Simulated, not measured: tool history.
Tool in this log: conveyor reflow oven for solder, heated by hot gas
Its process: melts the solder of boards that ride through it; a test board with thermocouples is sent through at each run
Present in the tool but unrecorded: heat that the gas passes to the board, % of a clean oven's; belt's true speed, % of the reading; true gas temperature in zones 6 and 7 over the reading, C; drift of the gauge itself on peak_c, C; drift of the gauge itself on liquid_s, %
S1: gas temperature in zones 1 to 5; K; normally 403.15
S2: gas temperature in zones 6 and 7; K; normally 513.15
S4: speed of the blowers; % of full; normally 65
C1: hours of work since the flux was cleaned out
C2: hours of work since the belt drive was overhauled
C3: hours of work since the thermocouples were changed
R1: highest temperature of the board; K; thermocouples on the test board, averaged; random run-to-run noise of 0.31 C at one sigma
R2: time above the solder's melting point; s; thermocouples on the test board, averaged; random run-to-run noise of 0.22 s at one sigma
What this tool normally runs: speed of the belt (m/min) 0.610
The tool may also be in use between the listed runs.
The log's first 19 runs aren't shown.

{"run": 20, "hour": 1261.6, "S1": 403.15, "S2": 514.15, "speed of the belt (m/min)": 0.642, "S4": 55, "C1": 252, "C2": 543, "C3": 164, "R1": 497.05, "R2": 59.5}
{"run": 21, "hour": 1356.8, "S1": 403.15, "S2": 514.15, "speed of the belt (m/min)": 0.642, "S4": 55, "C1": 299, "C2": 590, "C3": 212, "R1": 497.35, "R2": 59.1}
{"run": 22, "hour": 1451.2, "S1": 403.15, "S2": 513.15, "speed of the belt (m/min)": 0.724, "S4": 87, "C1": 347, "C2": 637, "C3": 259, "R1": 499.75, "R2": 54.4}
{"run": 23, "hour": 1510.9, "S1": 404.15, "S2": 519.15, "speed of the belt (m/min)": 0.576, "S4": 58, "C1": 376, "C2": 667, "C3": 288, "R1": 506.45, "R2": 73.2}
{"hour": 1578.2, "done": "flux residue cleaned out of gas plates and filters"}
{"hour": 1595.2, "done": "belt drive overhauled, speed set with a stopwatch"}
{"run": 24, "hour": 1602.1, "S1": 404.15, "S2": 519.15, "speed of the belt (m/min)": 0.576, "S4": 58, "C1": 10, "C2": 3, "C3": 329, "R1": 508.75, "R2": 73.3}
{"run": 25, "hour": 1646.5, "S1": 404.15, "S2": 519.15, "speed of the belt (m/min)": 0.576, "S4": 58, "C1": 32, "C2": 26, "C3": 351, "R1": 508.55, "R2": 73.0}
{"run": 26, "hour": 1693.0, "S1": 389.15, "S2": 527.15, "speed of the belt (m/min)": 0.61, "S4": 65, "C1": 55, "C2": 49, "C3": 375, "R1": 514.05, "R2": 68.3}
{"run": 27, "hour": 1794.8, "S1": 389.15, "S2": 527.15, "speed of the belt (m/min)": 0.61, "S4": 65, "C1": 106, "C2": 99, "C3": 425, "R1": 514.85, "R2": 68.0}
{"run": 28, "hour": 1872.0, "S1": 389.15, "S2": 527.15, "speed of the belt (m/min)": 0.61, "S4": 65, "C1": 144, "C2": 138, "C3": 464, "R1": 514.25, "R2": 68.3}
{"run": 29, "hour": 1941.4, "S1": 389.15, "S2": 527.15, "speed of the belt (m/min)": 0.61, "S4": 65, "C1": 179, "C2": 173, "C3": 498, "R1": 513.65, "R2": 68.2}
{"run": 30, "hour": 2038.4, "S1": 403.15, "S2": 513.15, "speed of the belt (m/min)": 0.57, "S4": 65, "C1": 227, "C2": 221, "C3": 547, "R1": 504.35, "R2": 71.8}

Each row is a separate what-if for the run after 30, all from the same tool condition, not one after another. Results?
{"run": "A", "hour": 2127.7, "S1": 403.15, "S2": 513.15, "speed of the belt (m/min)": 0.491, "S4": 65, "C1": 272, "C2": 265, "C3": 591, "R1": "?", "R2": "?"}
{"run": "B", "hour": 2127.7, "S1": 403.15, "S2": 504.15, "speed of the belt (m/min)": 0.61, "S4": 72, "C1": 272, "C2": 265, "C3": 591, "R1": "?", "R2": "?"}
{"run": "C", "hour": 2127.7, "S1": 402.15, "S2": 525.15, "speed of the belt (m/min)": 0.61, "S4": 65, "C1": 272, "C2": 265, "C3": 591, "R1": "?", "R2": "?"}

run=A R1=507.85 R2=86.8
run=B R1=495.05 R2=61.7
run=C R1=513.75 R2=71.4
Stripped of hidden state, with their random variation kept, the same runs would have yielded:
run=A R1=506.55 R2=85.8
run=B R1=494.35 R2=61.4
run=C R1=513.15 R2=70.6
